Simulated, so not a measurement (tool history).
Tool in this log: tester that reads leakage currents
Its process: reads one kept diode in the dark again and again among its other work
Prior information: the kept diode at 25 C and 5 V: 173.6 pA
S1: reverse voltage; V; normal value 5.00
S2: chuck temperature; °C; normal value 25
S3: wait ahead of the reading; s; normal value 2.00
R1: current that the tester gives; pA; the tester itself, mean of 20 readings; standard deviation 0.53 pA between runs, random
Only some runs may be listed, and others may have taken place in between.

run    hour     S1  S2    S3       R1
  1     0.0   5.00  25  2.00   194.22
  2    34.4   5.00  25  2.00   195.68
  3    73.8   5.00  25  7.40   195.48
  4   111.0   5.00  36  2.00   504.23
  5   128.6   5.00  36  2.00   506.04
  6   155.0   5.00  36  2.00   510.79
  7   171.3   5.00  36  2.00   509.04
  8   210.0   5.00  36  2.00   506.38
      219.7  -- chuck's temperature calibrated
  9   234.2   5.00  36  2.00   457.58
 10   269.4   5.00  36  2.00   455.59
 11   289.7   5.00  36  2.00   458.11
 12   320.3   5.00  36  2.00   457.19
 13   337.7   5.00  25  2.00   177.97
 14   378.1   5.00  58  2.00  2601.36
 15   398.2  10.94  58  2.00  3694.49
 16   417.6   5.00  25  4.72   179.28
 17   456.2   5.00  25  4.72   178.41
      461.7  -- tester calibrated
 18   491.0   5.00  25  4.72   179.67
 19   513.6   5.00  25  0.87   180.95
 20   542.6   5.00  25  2.00   180.93
 21   576.0   1.71  25  2.00   110.27
 22   599.4   8.41  26  2.00   252.96
      607.0  -- tester calibrated, once more
 23   625.8   1.19  26  2.00   101.04
 24   661.7   5.00  23  2.00   151.64
 25   685.2   3.46  23  2.00   128.88
 26   722.4   6.79  44  0.34  1043.66
 27   746.1  18.67  28  0.44   455.60
 28   778.4  18.67  28  0.44   455.88
 29   806.7   5.00  25  2.04   183.57
 30   835.7  11.12  27  2.00   319.53
 31   859.2   4.71  37  1.64   499.70
 32   880.7  16.33  53  1.64  3132.89
 33   914.2  16.33  53  1.64  3143.46
 34   935.7   1.63  23  1.78    91.76
 35   973.3   1.63  23  0.60    92.29
 36   994.5   7.06  53  2.00  2144.04
 37  1015.2   9.88  46  5.03  1461.09
 38  1052.7   6.97  48  2.00  1463.10
 39  1089.9   5.01  37  6.19   521.96
 40  1114.5   5.56  25  1.05   198.43

Forecast each of these 3 alternatives for the next run:
  A  1131.9   9.99  30  7.20   ?
  B  1131.9  12.47  25  1.05   ?
  C  1131.9   8.95  49  0.94   ?

run       R1
  A   399.44
  B   295.72
  C  1774.32
With the hidden condition removed and each run's random variation left untouched, the same runs would have given:
run       R1
  A   371.13
  B   268.09
  C  1700.26

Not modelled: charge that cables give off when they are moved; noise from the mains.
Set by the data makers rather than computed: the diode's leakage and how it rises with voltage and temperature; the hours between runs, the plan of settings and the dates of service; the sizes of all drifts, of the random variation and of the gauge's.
